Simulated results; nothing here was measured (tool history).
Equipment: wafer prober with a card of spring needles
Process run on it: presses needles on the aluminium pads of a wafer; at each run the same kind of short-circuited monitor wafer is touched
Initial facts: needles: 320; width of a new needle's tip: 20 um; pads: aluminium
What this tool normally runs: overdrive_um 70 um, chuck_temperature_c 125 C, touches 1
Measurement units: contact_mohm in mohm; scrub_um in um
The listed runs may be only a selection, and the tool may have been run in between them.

{"run": 1, "hour": 0.0, "overdrive_um": 70, "chuck_temperature_c": 125, "touches": 1, "contact_mohm": 251, "scrub_um": 14.73}
{"hour": 22.7, "done": "tips cleaned on abrasive film"}
{"run": 2, "hour": 25.4, "overdrive_um": 70, "chuck_temperature_c": 125, "touches": 1, "contact_mohm": 258, "scrub_um": 14.72}
{"run": 3, "hour": 43.8, "overdrive_um": 70, "chuck_temperature_c": 125, "touches": 1, "contact_mohm": 279, "scrub_um": 14.73}
{"hour": 48.8, "done": "tips cleaned on abrasive film"}
{"run": 4, "hour": 57.4, "overdrive_um": 70, "chuck_temperature_c": 125, "touches": 1, "contact_mohm": 270, "scrub_um": 14.69}
{"hour": 74.4, "done": "tips cleaned on abrasive film"}
{"run": 5, "hour": 84.0, "overdrive_um": 70, "chuck_temperature_c": 125, "touches": 1, "contact_mohm": 271, "scrub_um": 14.69}
{"hour": 94.7, "done": "height of the first contact set anew"}
{"hour": 99.4, "done": "tips cleaned on abrasive film"}
{"run": 6, "hour": 110.3, "overdrive_um": 90, "chuck_temperature_c": 125, "touches": 1, "contact_mohm": 254, "scrub_um": 19.06}
{"run": 7, "hour": 123.1, "overdrive_um": 70, "chuck_temperature_c": 125, "touches": 1, "contact_mohm": 284, "scrub_um": 14.84}
{"hour": 124.8, "done": "tips cleaned on abrasive film"}
{"run": 8, "hour": 144.4, "overdrive_um": 70, "chuck_temperature_c": 125, "touches": 1, "contact_mohm": 279, "scrub_um": 14.8}
{"hour": 150.7, "done": "tips cleaned on abrasive film"}
{"run": 9, "hour": 162.4, "overdrive_um": 65, "chuck_temperature_c": 125, "touches": 1, "contact_mohm": 278, "scrub_um": 13.75}
{"hour": 176.9, "done": "tips cleaned on abrasive film"}
{"run": 10, "hour": 185.5, "overdrive_um": 65, "chuck_temperature_c": 125, "touches": 1, "contact_mohm": 280, "scrub_um": 13.71}
{"hour": 203.2, "done": "tips cleaned on abrasive film"}
{"run": 11, "hour": 205.8, "overdrive_um": 65, "chuck_temperature_c": 125, "touches": 1, "contact_mohm": 261, "scrub_um": 13.68}
{"run": 12, "hour": 221.1, "overdrive_um": 65, "chuck_temperature_c": 125, "touches": 1, "contact_mohm": 287, "scrub_um": 13.71}
{"hour": 228.2, "done": "tips cleaned on abrasive film"}
{"run": 13, "hour": 245.7, "overdrive_um": 70, "chuck_temperature_c": 125, "touches": 1, "contact_mohm": 279, "scrub_um": 14.77}
{"hour": 254.4, "done": "tips cleaned on abrasive film"}
{"run": 14, "hour": 260.5, "overdrive_um": 70, "chuck_temperature_c": 125, "touches": 1, "contact_mohm": 264, "scrub_um": 14.74}
{"run": 15, "hour": 275.1, "overdrive_um": 51, "chuck_temperature_c": 125, "touches": 1, "contact_mohm": 320, "scrub_um": 10.73}
{"hour": 279.1, "done": "tips cleaned on abrasive film"}
{"run": 16, "hour": 290.4, "overdrive_um": 72, "chuck_temperature_c": 125, "touches": 1, "contact_mohm": 272, "scrub_um": 15.16}
{"hour": 303.8, "done": "tips cleaned on abrasive film"}
{"run": 17, "hour": 303.8, "overdrive_um": 72, "chuck_temperature_c": 125, "touches": 1, "contact_mohm": 249, "scrub_um": 15.13}
{"run": 18, "hour": 317.1, "overdrive_um": 87, "chuck_temperature_c": 27, "touches": 1, "contact_mohm": 242, "scrub_um": 18.32}
{"hour": 329.6, "done": "tips cleaned on abrasive film"}
{"run": 19, "hour": 334.2, "overdrive_um": 87, "chuck_temperature_c": 27, "touches": 1, "contact_mohm": 229, "scrub_um": 18.31}
{"hour": 354.4, "done": "tips cleaned on abrasive film"}
{"run": 20, "hour": 362.4, "overdrive_um": 87, "chuck_temperature_c": 27, "touches": 2, "contact_mohm": 229, "scrub_um": 18.31}
{"run": 21, "hour": 376.9, "overdrive_um": 63, "chuck_temperature_c": 35, "touches": 2, "contact_mohm": 256, "scrub_um": 13.22}
{"hour": 380.9, "done": "tips cleaned on abrasive film"}
{"hour": 390.1, "done": "height of the first contact set anew"}
{"run": 22, "hour": 397.6, "overdrive_um": 63, "chuck_temperature_c": 35, "touches": 2, "contact_mohm": 256, "scrub_um": 13.36}
{"hour": 406.0, "done": "tips cleaned on abrasive film"}
{"run": 23, "hour": 412.1, "overdrive_um": 63, "chuck_temperature_c": 36, "touches": 2, "contact_mohm": 246, "scrub_um": 13.34}
{"hour": 430.5, "done": "tips cleaned on abrasive film"}
{"run": 24, "hour": 440.0, "overdrive_um": 80, "chuck_temperature_c": 73, "touches": 1, "contact_mohm": 249, "scrub_um": 16.95}
{"hour": 456.5, "done": "tips cleaned on abrasive film"}
{"run": 25, "hour": 465.4, "overdrive_um": 58, "chuck_temperature_c": 59, "touches": 1, "contact_mohm": 273, "scrub_um": 12.26}
{"run": 26, "hour": 479.2, "overdrive_um": 50, "chuck_temperature_c": 37, "touches": 1, "contact_mohm": 304, "scrub_um": 10.57}
{"hour": 481.8, "done": "tips cleaned on abrasive film"}
{"run": 27, "hour": 497.4, "overdrive_um": 50, "chuck_temperature_c": 68, "touches": 2, "contact_mohm": 276, "scrub_um": 10.55}
{"hour": 506.0, "done": "tips cleaned on abrasive film"}
{"run": 28, "hour": 512.9, "overdrive_um": 87, "chuck_temperature_c": 103, "touches": 1, "contact_mohm": 252, "scrub_um": 18.39}
{"hour": 531.2, "done": "tips cleaned on abrasive film"}
{"run": 29, "hour": 533.6, "overdrive_um": 64, "chuck_temperature_c": 125, "touches": 3, "contact_mohm": 249, "scrub_um": 13.51}
{"run": 30, "hour": 550.6, "overdrive_um": 51, "chuck_temperature_c": 47, "touches": 1, "contact_mohm": 309, "scrub_um": 10.76}
{"hour": 556.4, "done": "tips cleaned on abrasive film"}
{"run": 31, "hour": 573.9, "overdrive_um": 62, "chuck_temperature_c": 79, "touches": 2, "contact_mohm": 263, "scrub_um": 13.06}
{"hour": 580.8, "done": "tips cleaned on abrasive film"}
{"run": 32, "hour": 598.5, "overdrive_um": 62, "chuck_temperature_c": 79, "touches": 2, "contact_mohm": 265, "scrub_um": 13.04}
{"hour": 606.1, "done": "tips cleaned on abrasive film"}
{"run": 33, "hour": 615.3, "overdrive_um": 69, "chuck_temperature_c": 125, "touches": 1, "contact_mohm": 269, "scrub_um": 14.52}

Below, some changes in contact_mohm between adjacent runs. For each, the amount present without the hidden state too (settings, incoming material, random variation) and the amount remaining for the hidden state with gauge scatter not shared by both compared results:
Hidden conditions of the tool in this case: debris on the tips, nm; way that the needles fall short of the set height, um; tips' diameter, um; drift of the gauge itself on contact_mohm, %; drift of the gauge itself on scrub_um, %.
Run 14 -> 15: overdrive_um 70 -> 51. contact_mohm +56 mohm: hidden state +42, all else +14.
Run 15 -> 16: overdrive_um 51 -> 72, tips cleaned on abrasive film. contact_mohm -48 mohm: hidden state -36, all else -12.
Run 29 -> 30: overdrive_um 64 -> 51, chuck_temperature_c 125 -> 47, touches 3 -> 1. contact_mohm +60 mohm: hidden state +67, all else -7.
Run 30 -> 31: overdrive_um 51 -> 62, chuck_temperature_c 47 -> 79, touches 1 -> 2, tips cleaned on abrasive film. contact_mohm -46 mohm: hidden state -44, all else -2.
